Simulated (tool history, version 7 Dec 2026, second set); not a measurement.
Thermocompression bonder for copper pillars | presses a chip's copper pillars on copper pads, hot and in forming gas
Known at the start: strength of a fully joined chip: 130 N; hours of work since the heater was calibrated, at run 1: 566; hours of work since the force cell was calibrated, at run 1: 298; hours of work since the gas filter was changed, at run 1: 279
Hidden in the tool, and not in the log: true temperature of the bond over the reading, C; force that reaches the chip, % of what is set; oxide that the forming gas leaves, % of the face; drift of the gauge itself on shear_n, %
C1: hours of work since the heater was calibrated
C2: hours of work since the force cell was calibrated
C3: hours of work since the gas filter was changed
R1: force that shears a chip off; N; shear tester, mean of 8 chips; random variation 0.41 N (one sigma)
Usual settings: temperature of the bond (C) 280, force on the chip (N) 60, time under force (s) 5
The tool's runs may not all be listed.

run 1 hour=0 | temperature_of_the_bond_(C)=280 force_on_the_chip_(N)=60 time_under_force_(s)=5 | C1=566 C2=298 C3=279 | R1=66.8
run 2 hour=18.6 | temperature_of_the_bond_(C)=280 force_on_the_chip_(N)=60 time_under_force_(s)=5 | C1=575 C2=307 C3=288 | R1=66.2
run 3 hour=38.9 | temperature_of_the_bond_(C)=280 force_on_the_chip_(N)=60 time_under_force_(s)=5 | C1=585 C2=316 C3=297 | R1=65.9
run 4 hour=56.5 | temperature_of_the_bond_(C)=280 force_on_the_chip_(N)=60 time_under_force_(s)=5 | C1=593 C2=325 C3=306 | R1=65.2
run 5 hour=72.6 | temperature_of_the_bond_(C)=280 force_on_the_chip_(N)=60 time_under_force_(s)=9 | C1=601 C2=332 C3=313 | R1=78.6
run 6 hour=92.5 | temperature_of_the_bond_(C)=280 force_on_the_chip_(N)=60 time_under_force_(s)=9 | C1=610 C2=342 C3=323 | R1=79.5
-- hour=104.8 forming gas filter changed
run 7 hour=105.3 | temperature_of_the_bond_(C)=280 force_on_the_chip_(N)=60 time_under_force_(s)=9 | C1=616 C2=348 C3=0 | R1=84.8
run 8 hour=116.5 | temperature_of_the_bond_(C)=280 force_on_the_chip_(N)=60 time_under_force_(s)=5 | C1=622 C2=353 C3=6 | R1=70.8
run 9 hour=130.8 | temperature_of_the_bond_(C)=280 force_on_the_chip_(N)=60 time_under_force_(s)=4 | C1=628 C2=360 C3=12 | R1=65.4
run 10 hour=152.7 | temperature_of_the_bond_(C)=280 force_on_the_chip_(N)=60 time_under_force_(s)=4 | C1=639 C2=370 C3=23 | R1=65.3
run 11 hour=161.9 | temperature_of_the_bond_(C)=280 force_on_the_chip_(N)=60 time_under_force_(s)=3 | C1=643 C2=375 C3=27 | R1=59.2
run 12 hour=171.5 | temperature_of_the_bond_(C)=285 force_on_the_chip_(N)=60 time_under_force_(s)=3 | C1=648 C2=379 C3=32 | R1=62.8
run 13 hour=185.1 | temperature_of_the_bond_(C)=280 force_on_the_chip_(N)=40 time_under_force_(s)=5 | C1=654 C2=386 C3=38 | R1=52.4
run 14 hour=207.3 | temperature_of_the_bond_(C)=280 force_on_the_chip_(N)=40 time_under_force_(s)=5 | C1=665 C2=396 C3=49 | R1=51.8
run 15 hour=218.3 | temperature_of_the_bond_(C)=280 force_on_the_chip_(N)=40 time_under_force_(s)=5 | C1=670 C2=402 C3=54 | R1=52.4
run 16 hour=230.7 | temperature_of_the_bond_(C)=280 force_on_the_chip_(N)=60 time_under_force_(s)=6 | C1=676 C2=408 C3=60 | R1=75.2
run 17 hour=246.2 | temperature_of_the_bond_(C)=280 force_on_the_chip_(N)=60 time_under_force_(s)=6 | C1=684 C2=415 C3=68 | R1=74.4
run 18 hour=267.3 | temperature_of_the_bond_(C)=297 force_on_the_chip_(N)=89 time_under_force_(s)=5 | C1=694 C2=425 C3=78 | R1=102.9
run 19 hour=281.5 | temperature_of_the_bond_(C)=283 force_on_the_chip_(N)=72 time_under_force_(s)=5 | C1=700 C2=432 C3=84 | R1=81.7
run 20 hour=296.2 | temperature_of_the_bond_(C)=283 force_on_the_chip_(N)=60 time_under_force_(s)=5 | C1=707 C2=439 C3=91 | R1=73
run 21 hour=308.9 | temperature_of_the_bond_(C)=283 force_on_the_chip_(N)=60 time_under_force_(s)=5 | C1=713 C2=445 C3=97 | R1=72.1
run 22 hour=317.8 | temperature_of_the_bond_(C)=272 force_on_the_chip_(N)=59 time_under_force_(s)=5 | C1=718 C2=449 C3=102 | R1=62.4
run 23 hour=336.6 | temperature_of_the_bond_(C)=280 force_on_the_chip_(N)=57 time_under_force_(s)=11 | C1=727 C2=458 C3=111 | R1=85.7
run 24 hour=357.2 | temperature_of_the_bond_(C)=280 force_on_the_chip_(N)=80 time_under_force_(s)=11 | C1=737 C2=468 C3=121 | R1=100.9
run 25 hour=373.8 | temperature_of_the_bond_(C)=291 force_on_the_chip_(N)=84 time_under_force_(s)=9 | C1=744 C2=476 C3=128 | R1=105.8
run 26 hour=393 | temperature_of_the_bond_(C)=290 force_on_the_chip_(N)=75 time_under_force_(s)=6 | C1=754 C2=485 C3=138 | R1=93.4
run 27 hour=404.3 | temperature_of_the_bond_(C)=290 force_on_the_chip_(N)=75 time_under_force_(s)=6 | C1=759 C2=491 C3=143 | R1=92.8
run 28 hour=418.5 | temperature_of_the_bond_(C)=290 force_on_the_chip_(N)=75 time_under_force_(s)=11 | C1=766 C2=497 C3=150 | R1=104.9
run 29 hour=432.1 | temperature_of_the_bond_(C)=290 force_on_the_chip_(N)=75 time_under_force_(s)=11 | C1=772 C2=504 C3=156 | R1=104.1
run 30 hour=446.2 | temperature_of_the_bond_(C)=290 force_on_the_chip_(N)=75 time_under_force_(s)=11 | C1=779 C2=511 C3=163 | R1=104.6

3 ways to go on from here, each from the tool as it stands after run 30. What would each give?
run A hour=466.7 | temperature_of_the_bond_(C)=290 force_on_the_chip_(N)=61 time_under_force_(s)=9 | C1=789 C2=520 C3=173 | R1=?
run B hour=466.7 | temperature_of_the_bond_(C)=290 force_on_the_chip_(N)=39 time_under_force_(s)=7 | C1=789 C2=520 C3=173 | R1=?
run C hour=466.7 | temperature_of_the_bond_(C)=301 force_on_the_chip_(N)=54 time_under_force_(s)=5 | C1=789 C2=520 C3=173 | R1=?

run=A R1=92.6
run=B R1=64.7
run=C R1=81.2
Without the tool's hidden state the same runs would have given:
run=A R1=92.2
run=B R1=63.4
run=C R1=80.5

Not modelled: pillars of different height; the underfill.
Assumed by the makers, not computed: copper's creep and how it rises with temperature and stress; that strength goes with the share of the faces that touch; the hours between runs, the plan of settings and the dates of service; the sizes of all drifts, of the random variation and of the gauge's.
